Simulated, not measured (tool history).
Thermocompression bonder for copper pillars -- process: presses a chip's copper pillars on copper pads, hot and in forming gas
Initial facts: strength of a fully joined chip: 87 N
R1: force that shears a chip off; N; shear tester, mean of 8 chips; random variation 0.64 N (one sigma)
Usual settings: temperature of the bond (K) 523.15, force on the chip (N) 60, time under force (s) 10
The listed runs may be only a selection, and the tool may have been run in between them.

{"run": 1, "hour": 0.0, "temperature of the bond (K)": 523.15, "force on the chip (N)": 60, "time under force (s)": 10, "R1": 39.0}
{"run": 2, "hour": 68.9, "temperature of the bond (K)": 523.15, "force on the chip (N)": 60, "time under force (s)": 10, "R1": 38.1}
{"run": 3, "hour": 128.5, "temperature of the bond (K)": 523.15, "force on the chip (N)": 60, "time under force (s)": 10, "R1": 38.0}
{"run": 4, "hour": 208.9, "temperature of the bond (K)": 523.15, "force on the chip (N)": 60, "time under force (s)": 7, "R1": 32.9}
{"run": 5, "hour": 275.3, "temperature of the bond (K)": 495.15, "force on the chip (N)": 60, "time under force (s)": 10, "R1": 22.0}
{"hour": 356.0, "done": "forming gas filter changed"}
{"run": 6, "hour": 356.0, "temperature of the bond (K)": 495.15, "force on the chip (N)": 60, "time under force (s)": 10, "R1": 25.2}
{"run": 7, "hour": 411.0, "temperature of the bond (K)": 495.15, "force on the chip (N)": 60, "time under force (s)": 10, "R1": 24.2}
{"run": 8, "hour": 493.1, "temperature of the bond (K)": 495.15, "force on the chip (N)": 60, "time under force (s)": 10, "R1": 23.7}
{"run": 9, "hour": 544.4, "temperature of the bond (K)": 523.15, "force on the chip (N)": 88, "time under force (s)": 10, "R1": 46.4}
{"run": 10, "hour": 594.6, "temperature of the bond (K)": 523.15, "force on the chip (N)": 88, "time under force (s)": 10, "R1": 47.2}
{"run": 11, "hour": 681.6, "temperature of the bond (K)": 523.15, "force on the chip (N)": 63, "time under force (s)": 10, "R1": 42.0}
{"run": 12, "hour": 740.9, "temperature of the bond (K)": 523.15, "force on the chip (N)": 63, "time under force (s)": 10, "R1": 40.4}
{"hour": 787.4, "done": "forming gas filter changed"}
{"run": 13, "hour": 801.0, "temperature of the bond (K)": 523.15, "force on the chip (N)": 63, "time under force (s)": 10, "R1": 45.6}
{"run": 14, "hour": 842.7, "temperature of the bond (K)": 523.15, "force on the chip (N)": 39, "time under force (s)": 10, "R1": 35.8}
{"run": 15, "hour": 896.9, "temperature of the bond (K)": 523.15, "force on the chip (N)": 39, "time under force (s)": 10, "R1": 34.3}
{"run": 16, "hour": 936.2, "temperature of the bond (K)": 523.15, "force on the chip (N)": 60, "time under force (s)": 10, "R1": 42.4}
{"run": 17, "hour": 1027.5, "temperature of the bond (K)": 523.15, "force on the chip (N)": 60, "time under force (s)": 10, "R1": 43.5}
{"run": 18, "hour": 1089.2, "temperature of the bond (K)": 523.15, "force on the chip (N)": 60, "time under force (s)": 10, "R1": 42.7}
{"run": 19, "hour": 1178.5, "temperature of the bond (K)": 505.15, "force on the chip (N)": 60, "time under force (s)": 10, "R1": 31.5}
{"hour": 1207.5, "done": "heater calibrated with a thermocouple chip"}
{"hour": 1217.3, "done": "forming gas filter changed"}
{"run": 20, "hour": 1226.6, "temperature of the bond (K)": 505.15, "force on the chip (N)": 43, "time under force (s)": 10, "R1": 24.3}
{"run": 21, "hour": 1275.1, "temperature of the bond (K)": 548.15, "force on the chip (N)": 43, "time under force (s)": 6, "R1": 42.8}
{"run": 22, "hour": 1349.4, "temperature of the bond (K)": 548.15, "force on the chip (N)": 60, "time under force (s)": 21, "R1": 66.1}
{"run": 23, "hour": 1393.6, "temperature of the bond (K)": 527.15, "force on the chip (N)": 60, "time under force (s)": 26, "R1": 57.3}
{"hour": 1402.0, "done": "force cell calibrated"}
{"run": 24, "hour": 1468.8, "temperature of the bond (K)": 527.15, "force on the chip (N)": 60, "time under force (s)": 17, "R1": 49.0}
{"run": 25, "hour": 1511.3, "temperature of the bond (K)": 527.15, "force on the chip (N)": 60, "time under force (s)": 17, "R1": 49.7}
{"run": 26, "hour": 1593.4, "temperature of the bond (K)": 511.15, "force on the chip (N)": 60, "time under force (s)": 17, "R1": 37.2}
{"run": 27, "hour": 1641.5, "temperature of the bond (K)": 508.15, "force on the chip (N)": 65, "time under force (s)": 10, "R1": 30.1}
{"hour": 1646.8, "done": "forming gas filter changed"}
{"run": 28, "hour": 1699.9, "temperature of the bond (K)": 508.15, "force on the chip (N)": 79, "time under force (s)": 16, "R1": 41.2}
{"run": 29, "hour": 1791.7, "temperature of the bond (K)": 529.15, "force on the chip (N)": 44, "time under force (s)": 18, "R1": 48.7}
{"run": 30, "hour": 1852.0, "temperature of the bond (K)": 525.15, "force on the chip (N)": 49, "time under force (s)": 18, "R1": 46.5}
{"run": 31, "hour": 1923.9, "temperature of the bond (K)": 504.15, "force on the chip (N)": 51, "time under force (s)": 20, "R1": 34.9}
{"hour": 1956.8, "done": "force cell calibrated, once more"}
{"run": 32, "hour": 1975.5, "temperature of the bond (K)": 504.15, "force on the chip (N)": 51, "time under force (s)": 20, "R1": 37.3}
{"run": 33, "hour": 2052.5, "temperature of the bond (K)": 502.15, "force on the chip (N)": 75, "time under force (s)": 13, "R1": 36.5}
{"hour": 2078.5, "done": "forming gas filter changed"}
{"run": 34, "hour": 2135.7, "temperature of the bond (K)": 517.15, "force on the chip (N)": 64, "time under force (s)": 10, "R1": 43.4}
{"run": 35, "hour": 2195.6, "temperature of the bond (K)": 549.15, "force on the chip (N)": 39, "time under force (s)": 10, "R1": 54.5}
{"run": 36, "hour": 2244.7, "temperature of the bond (K)": 512.15, "force on the chip (N)": 66, "time under force (s)": 9, "R1": 37.7}
{"run": 37, "hour": 2300.9, "temperature of the bond (K)": 523.15, "force on the chip (N)": 85, "time under force (s)": 10, "R1": 51.2}
{"run": 38, "hour": 2364.6, "temperature of the bond (K)": 523.15, "force on the chip (N)": 85, "time under force (s)": 10, "R1": 52.4}
{"hour": 2413.5, "done": "heater calibrated with a thermocouple chip"}
{"run": 39, "hour": 2458.1, "temperature of the bond (K)": 511.15, "force on the chip (N)": 85, "time under force (s)": 15, "R1": 40.6}
{"hour": 2508.9, "done": "forming gas filter changed"}
{"run": 40, "hour": 2524.7, "temperature of the bond (K)": 507.15, "force on the chip (N)": 69, "time under force (s)": 19, "R1": 39.4}

3 options for the next run, each taken on its own from the tool as it stands now. Forecast them:
{"run": "A", "hour": 2609.3, "temperature of the bond (K)": 548.15, "force on the chip (N)": 45, "time under force (s)": 18, "R1": "?"}
{"run": "B", "hour": 2609.3, "temperature of the bond (K)": 508.15, "force on the chip (N)": 69, "time under force (s)": 19, "R1": "?"}
{"run": "C", "hour": 2609.3, "temperature of the bond (K)": 507.15, "force on the chip (N)": 73, "time under force (s)": 12, "R1": "?"}

run=A R1=60.6
run=B R1=41.7
run=C R1=34.5
The same runs, with their run-to-run variation unchanged, on a tool lacking any hidden condition would have given:
run=A R1=60.9
run=B R1=41.5
run=C R1=34.2

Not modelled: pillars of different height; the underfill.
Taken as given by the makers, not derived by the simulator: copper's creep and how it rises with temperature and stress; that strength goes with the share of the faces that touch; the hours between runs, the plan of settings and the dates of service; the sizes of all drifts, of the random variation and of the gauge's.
